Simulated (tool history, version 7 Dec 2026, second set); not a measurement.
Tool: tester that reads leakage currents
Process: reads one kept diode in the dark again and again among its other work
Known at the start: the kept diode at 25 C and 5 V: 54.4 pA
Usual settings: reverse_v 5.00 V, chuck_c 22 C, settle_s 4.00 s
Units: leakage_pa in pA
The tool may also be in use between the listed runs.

| run | day | reverse_v | chuck_c | settle_s | leakage_pa |
|---|---|---|---|---|---|
| 1 | 0.000 | 5.00 | 22 | 4.00 | 41.82 |
| 2 | 3.792 | 5.00 | 22 | 0.33 | 45.63 |
| 3 | 9.129 | 5.00 | 22 | 0.33 | 45.61 |
| 4 | 13.788 | 5.00 | 22 | 0.33 | 45.58 |
| 5 | 19.421 | 5.00 | 22 | 0.33 | 45.39 |
| 6 | 26.158 | 5.00 | 22 | 4.00 | 42.24 |
|  | 28.908 | chuck's temperature calibrated |
| 7 | 31.488 | 5.00 | 22 | 4.00 | 41.89 |
| 8 | 37.575 | 5.00 | 45 | 4.00 | 295.71 |
| 9 | 41.954 | 5.00 | 22 | 4.00 | 42.05 |
| 10 | 48.108 | 5.00 | 22 | 4.00 | 41.67 |
| 11 | 52.429 | 5.00 | 22 | 4.00 | 41.77 |
| 12 | 57.108 | 3.79 | 21 | 0.78 | 34.79 |
|  | 58.346 | probe card cleaned and baked |
| 13 | 61.038 | 5.98 | 33 | 1.91 | 119.78 |
| 14 | 67.542 | 19.85 | 22 | 0.83 | 83.66 |
| 15 | 74.008 | 10.85 | 25 | 1.09 | 79.67 |
| 16 | 80.238 | 10.85 | 25 | 1.09 | 80.07 |
| 17 | 86.988 | 10.85 | 25 | 1.09 | 79.80 |

The next listed run, before its measurement:
| 18 | 92.800 | 5.68 | 42 | 1.09 | ? |

Run 18 gave leakage_pa 247.23 pA.
Without the tool's hidden state the same run would have given leakage_pa 247.13 pA.
